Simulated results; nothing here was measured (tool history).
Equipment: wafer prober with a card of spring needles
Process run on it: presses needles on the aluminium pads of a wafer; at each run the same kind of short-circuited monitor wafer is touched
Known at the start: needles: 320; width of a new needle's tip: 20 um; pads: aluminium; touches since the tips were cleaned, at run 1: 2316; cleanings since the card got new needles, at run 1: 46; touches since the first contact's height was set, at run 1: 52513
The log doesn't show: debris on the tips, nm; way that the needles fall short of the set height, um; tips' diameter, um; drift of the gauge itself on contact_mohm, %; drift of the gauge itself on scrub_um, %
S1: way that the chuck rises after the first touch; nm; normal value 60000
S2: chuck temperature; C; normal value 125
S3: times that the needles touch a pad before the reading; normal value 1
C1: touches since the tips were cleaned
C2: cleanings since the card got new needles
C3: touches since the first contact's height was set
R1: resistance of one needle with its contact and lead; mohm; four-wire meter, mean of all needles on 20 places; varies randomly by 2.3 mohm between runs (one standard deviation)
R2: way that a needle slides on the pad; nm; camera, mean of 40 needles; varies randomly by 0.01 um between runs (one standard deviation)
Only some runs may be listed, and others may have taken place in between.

run 1 day=0.000 | S1=60000 S2=125 S3=1 | C1=2316 C2=46 C3=52513 | R1=312 R2=8090
-- day=0.300 tips cleaned on abrasive film
-- day=0.879 tips cleaned on abrasive film
run 2 day=0.904 | S1=60000 S2=125 S3=1 | C1=237 C2=48 C3=60197 | R1=273 R2=8070
-- day=1.458 tips cleaned on abrasive film
run 3 day=1.958 | S1=60000 S2=125 S3=1 | C1=4277 C2=49 C3=69168 | R1=349 R2=8040
-- day=2.079 tips cleaned on abrasive film
-- day=2.704 tips cleaned on abrasive film
-- day=3.279 tips cleaned on abrasive film
run 4 day=3.346 | S1=60000 S2=125 S3=1 | C1=542 C2=52 C3=80929 | R1=283 R2=8020
-- day=3.812 tips cleaned on abrasive film
-- day=4.062 height of the first contact set anew
run 5 day=4.296 | S1=60000 S2=45 S3=1 | C1=4048 C2=53 C3=2004 | R1=322 R2=8170
-- day=4.367 tips cleaned on abrasive film
-- day=4.925 tips cleaned on abrasive film
run 6 day=4.925 | S1=60000 S2=45 S3=1 | C1=0 C2=55 C3=7301 | R1=244 R2=8160
-- day=5.454 tips cleaned on abrasive film
run 7 day=5.671 | S1=60000 S2=45 S3=1 | C1=1856 C2=56 C3=13653 | R1=292 R2=8120
-- day=6.079 tips cleaned on abrasive film
-- day=6.679 tips cleaned on abrasive film
run 8 day=6.812 | S1=60000 S2=125 S3=1 | C1=1149 C2=58 C3=23357 | R1=292 R2=8120
-- day=7.262 tips cleaned on abrasive film
-- day=7.850 tips cleaned on abrasive film
run 9 day=8.250 | S1=60000 S2=125 S3=1 | C1=3416 C2=60 C3=35575 | R1=328 R2=8100
-- day=8.375 tips cleaned on abrasive film
-- day=8.904 tips cleaned on abrasive film
-- day=9.454 tips cleaned on abrasive film
run 10 day=9.621 | S1=60000 S2=125 S3=1 | C1=1434 C2=63 C3=47217 | R1=300 R2=8070
-- day=10.021 tips cleaned on abrasive film
-- day=10.558 tips cleaned on abrasive film
-- day=11.083 tips cleaned on abrasive film
run 11 day=11.083 | S1=60000 S2=125 S3=1 | C1=0 C2=66 C3=59625 | R1=260 R2=8030
-- day=11.638 tips cleaned on abrasive film
run 12 day=12.138 | S1=60000 S2=125 S3=2 | C1=4289 C2=67 C3=68628 | R1=314 R2=8050
-- day=12.271 tips cleaned on abrasive film
-- day=12.838 tips cleaned on abrasive film
run 13 day=13.175 | S1=60000 S2=125 S3=2 | C1=2909 C2=69 C3=77439 | R1=306 R2=8040
-- day=13.442 tips cleaned on abrasive film
-- day=14.050 tips cleaned on abrasive film
run 14 day=14.204 | S1=60000 S2=125 S3=2 | C1=1306 C2=71 C3=86165 | R1=285 R2=8020
-- day=14.325 height of the first contact set anew
-- day=14.692 tips cleaned on abrasive film
-- day=15.229 tips cleaned on abrasive film
run 15 day=15.229 | S1=60000 S2=125 S3=2 | C1=0 C2=73 C3=7697 | R1=264 R2=8140
-- day=15.800 tips cleaned on abrasive film
-- day=16.333 tips cleaned on abrasive film
run 16 day=16.408 | S1=60000 S2=125 S3=2 | C1=657 C2=75 C3=17716 | R1=276 R2=8120

Run 17 has not been measured yet. What should we expect?
-- day=16.875 tips cleaned on abrasive film
run 17 day=17.367 | S1=60000 S2=125 S3=2 | C1=4215 C2=76 C3=25893 | R1=? R2=?

{"run 17": {"R1": 313, "R2": 8110}}
If the tool had no hidden condition, the same run with the same run-to-run variation would have returned R1 263 mohm, R2 8150 nm.

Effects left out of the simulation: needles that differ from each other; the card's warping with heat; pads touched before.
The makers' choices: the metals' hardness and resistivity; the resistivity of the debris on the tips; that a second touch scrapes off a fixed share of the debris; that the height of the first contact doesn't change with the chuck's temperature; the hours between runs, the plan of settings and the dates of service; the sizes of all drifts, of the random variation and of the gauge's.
